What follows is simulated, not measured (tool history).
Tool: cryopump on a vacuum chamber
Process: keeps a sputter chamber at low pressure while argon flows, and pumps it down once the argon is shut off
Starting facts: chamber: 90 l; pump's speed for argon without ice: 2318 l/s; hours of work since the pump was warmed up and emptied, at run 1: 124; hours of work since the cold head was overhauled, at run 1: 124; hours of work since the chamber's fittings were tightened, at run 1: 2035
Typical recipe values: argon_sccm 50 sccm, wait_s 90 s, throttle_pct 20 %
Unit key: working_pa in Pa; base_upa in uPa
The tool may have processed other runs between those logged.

run   hour  argon_sccm  wait_s  throttle_pct  hours of work since the pump was warmed up and emptied  hours of work since the cold head was overhauled  hours of work since the chamber's fittings were tightened  working_pa  base_upa
  1      0          50      90            20                                                     124                                               124                                                       2035      0.1852      1.88
  2      8          50      90            20                                                     130                                               130                                                       2041      0.1849      1.83
  3   17.2          50      90            20                                                     137                                               137                                                       2048      0.1849      1.81
  4   27.2          50      90            20                                                     144                                               144                                                       2055      0.1851      1.86
  5   37.6          50      90            20                                                     152                                               152                                                       2063      0.1843      1.83
  6   46.7          39      90            20                                                     159                                               159                                                       2070      0.1456       1.9
  7   57.3          39      62            20                                                     167                                               167                                                       2078      0.1453      2.23
  8   65.8          50      90            20                                                     173                                               173                                                       2084       0.186      1.91
  9   79.6          50      90            20                                                     184                                               184                                                       2095      0.1868      1.88
 10   87.1          50     145            20                                                     189                                               189                                                       2100      0.1862      1.62
 11   97.3          50      90            20                                                     197                                               197                                                       2108      0.1854      1.89
 12  106.1          50      90            20                                                     204                                               204                                                       2115       0.186      1.94
 13  114.3          50      90            20                                                     210                                               210                                                       2121      0.1866      1.91
 14    129          50      90            20                                                     221                                               221                                                       2132      0.1869      1.93
 15    136          50      90            20                                                     226                                               226                                                       2137      0.1867      1.89
 16  151.6          50      90            20                                                     238                                               238                                                       2149      0.1872      1.99
 17  160.4          50      90            20                                                     245                                               245                                                       2156      0.1875      1.92
 18  168.4          50      90            20                                                     251                                               251                                                       2162      0.1874      2.01
 19  183.3          46     143            23                                                     262                                               262                                                       2173      0.1508      1.69
 20  195.8          46     143            35                                                     271                                               271                                                       2182      0.1019      1.73

Run 21 has not been measured yet. What should we expect?
 21  210.2          40     114            19                                                     282                                               282                                                       2193           ?         ?

working_pa: 0.1577 Pa
base_upa: 1.88 uPa
Minus the tool's unlogged condition, the same run would have read working_pa 0.1531 Pa, base_upa 0.7 uPa.
